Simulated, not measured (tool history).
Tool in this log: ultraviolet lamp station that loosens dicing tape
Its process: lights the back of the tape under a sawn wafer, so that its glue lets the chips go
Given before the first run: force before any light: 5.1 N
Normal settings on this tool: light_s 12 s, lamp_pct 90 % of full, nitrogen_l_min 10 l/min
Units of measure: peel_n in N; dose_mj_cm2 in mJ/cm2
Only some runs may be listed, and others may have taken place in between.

{"run": 1, "hour": 0.0, "light_s": 12, "lamp_pct": 90, "nitrogen_l_min": 10, "peel_n": 0.225, "dose_mj_cm2": 307}
{"run": 2, "hour": 14.8, "light_s": 12, "lamp_pct": 80, "nitrogen_l_min": 10, "peel_n": 0.255, "dose_mj_cm2": 268}
{"run": 3, "hour": 27.1, "light_s": 12, "lamp_pct": 80, "nitrogen_l_min": 10, "peel_n": 0.272, "dose_mj_cm2": 271}
{"run": 4, "hour": 38.8, "light_s": 12, "lamp_pct": 80, "nitrogen_l_min": 10, "peel_n": 0.259, "dose_mj_cm2": 269}
{"run": 5, "hour": 52.6, "light_s": 20, "lamp_pct": 90, "nitrogen_l_min": 10, "peel_n": 0.209, "dose_mj_cm2": 502}
{"run": 6, "hour": 67.2, "light_s": 6, "lamp_pct": 90, "nitrogen_l_min": 10, "peel_n": 0.657, "dose_mj_cm2": 150}
{"run": 7, "hour": 80.2, "light_s": 6, "lamp_pct": 90, "nitrogen_l_min": 10, "peel_n": 0.647, "dose_mj_cm2": 151}
{"run": 8, "hour": 90.0, "light_s": 18, "lamp_pct": 90, "nitrogen_l_min": 10, "peel_n": 0.205, "dose_mj_cm2": 451}
{"run": 9, "hour": 101.4, "light_s": 12, "lamp_pct": 90, "nitrogen_l_min": 10, "peel_n": 0.239, "dose_mj_cm2": 295}
{"run": 10, "hour": 118.5, "light_s": 12, "lamp_pct": 73, "nitrogen_l_min": 10, "peel_n": 0.303, "dose_mj_cm2": 241}
{"run": 11, "hour": 129.4, "light_s": 12, "lamp_pct": 73, "nitrogen_l_min": 10, "peel_n": 0.296, "dose_mj_cm2": 237}
{"run": 12, "hour": 138.1, "light_s": 12, "lamp_pct": 73, "nitrogen_l_min": 10, "peel_n": 0.307, "dose_mj_cm2": 240}
{"run": 13, "hour": 153.4, "light_s": 12, "lamp_pct": 73, "nitrogen_l_min": 10, "peel_n": 0.32, "dose_mj_cm2": 239}
{"run": 14, "hour": 164.2, "light_s": 12, "lamp_pct": 73, "nitrogen_l_min": 10, "peel_n": 0.319, "dose_mj_cm2": 241}
{"run": 15, "hour": 172.0, "light_s": 12, "lamp_pct": 73, "nitrogen_l_min": 10, "peel_n": 0.312, "dose_mj_cm2": 235}
{"hour": 174.0, "done": "window cleaned of glue's vapour"}
{"run": 16, "hour": 188.1, "light_s": 12, "lamp_pct": 78, "nitrogen_l_min": 10, "peel_n": 0.306, "dose_mj_cm2": 241}
{"run": 17, "hour": 200.1, "light_s": 12, "lamp_pct": 90, "nitrogen_l_min": 11, "peel_n": 0.247, "dose_mj_cm2": 278}
{"hour": 211.6, "done": "window cleaned of glue's vapour, once more"}
{"run": 18, "hour": 213.9, "light_s": 11, "lamp_pct": 66, "nitrogen_l_min": 13, "peel_n": 0.346, "dose_mj_cm2": 201}
{"run": 19, "hour": 226.7, "light_s": 11, "lamp_pct": 66, "nitrogen_l_min": 13, "peel_n": 0.343, "dose_mj_cm2": 204}
{"run": 20, "hour": 237.4, "light_s": 11, "lamp_pct": 66, "nitrogen_l_min": 13, "peel_n": 0.348, "dose_mj_cm2": 199}
{"run": 21, "hour": 254.4, "light_s": 9, "lamp_pct": 77, "nitrogen_l_min": 10, "peel_n": 0.422, "dose_mj_cm2": 193}
{"run": 22, "hour": 268.7, "light_s": 12, "lamp_pct": 77, "nitrogen_l_min": 10, "peel_n": 0.28, "dose_mj_cm2": 253}
{"run": 23, "hour": 277.9, "light_s": 12, "lamp_pct": 77, "nitrogen_l_min": 10, "peel_n": 0.292, "dose_mj_cm2": 251}
{"run": 24, "hour": 293.5, "light_s": 14, "lamp_pct": 97, "nitrogen_l_min": 4, "peel_n": 0.256, "dose_mj_cm2": 368}
{"run": 25, "hour": 303.3, "light_s": 14, "lamp_pct": 97, "nitrogen_l_min": 4, "peel_n": 0.261, "dose_mj_cm2": 367}
{"run": 26, "hour": 311.7, "light_s": 14, "lamp_pct": 97, "nitrogen_l_min": 4, "peel_n": 0.274, "dose_mj_cm2": 370}
{"run": 27, "hour": 321.5, "light_s": 23, "lamp_pct": 73, "nitrogen_l_min": 12, "peel_n": 0.217, "dose_mj_cm2": 446}
{"run": 28, "hour": 336.8, "light_s": 15, "lamp_pct": 90, "nitrogen_l_min": 10, "peel_n": 0.218, "dose_mj_cm2": 363}
{"run": 29, "hour": 349.9, "light_s": 15, "lamp_pct": 90, "nitrogen_l_min": 10, "peel_n": 0.218, "dose_mj_cm2": 363}
{"run": 30, "hour": 357.3, "light_s": 12, "lamp_pct": 90, "nitrogen_l_min": 12, "peel_n": 0.237, "dose_mj_cm2": 286}
{"run": 31, "hour": 371.3, "light_s": 12, "lamp_pct": 90, "nitrogen_l_min": 12, "peel_n": 0.239, "dose_mj_cm2": 287}
{"run": 32, "hour": 382.7, "light_s": 12, "lamp_pct": 90, "nitrogen_l_min": 12, "peel_n": 0.235, "dose_mj_cm2": 288}
{"run": 33, "hour": 399.7, "light_s": 12, "lamp_pct": 90, "nitrogen_l_min": 12, "peel_n": 0.236, "dose_mj_cm2": 284}
{"run": 34, "hour": 406.9, "light_s": 12, "lamp_pct": 76, "nitrogen_l_min": 3, "peel_n": 0.569, "dose_mj_cm2": 242}

Consider 3 possible next runs. They are alternatives, not a sequence: every one starts from the tool as it was left by run 34. What does each give?
{"run": "A", "hour": 414.5, "light_s": 13, "lamp_pct": 83, "nitrogen_l_min": 3, "peel_n": "?", "dose_mj_cm2": "?"}
{"run": "B", "hour": 414.5, "light_s": 14, "lamp_pct": 76, "nitrogen_l_min": 3, "peel_n": "?", "dose_mj_cm2": "?"}
{"run": "C", "hour": 414.5, "light_s": 16, "lamp_pct": 65, "nitrogen_l_min": 10, "peel_n": "?", "dose_mj_cm2": "?"}

run=A peel_n=0.441 dose_mj_cm2=287
run=B peel_n=0.461 dose_mj_cm2=282
run=C peel_n=0.271 dose_mj_cm2=274
Stripped of hidden state, with their random variation kept, the same runs would have yielded:
run=A peel_n=0.373 dose_mj_cm2=319
run=B peel_n=0.389 dose_mj_cm2=313
run=C peel_n=0.248 dose_mj_cm2=304
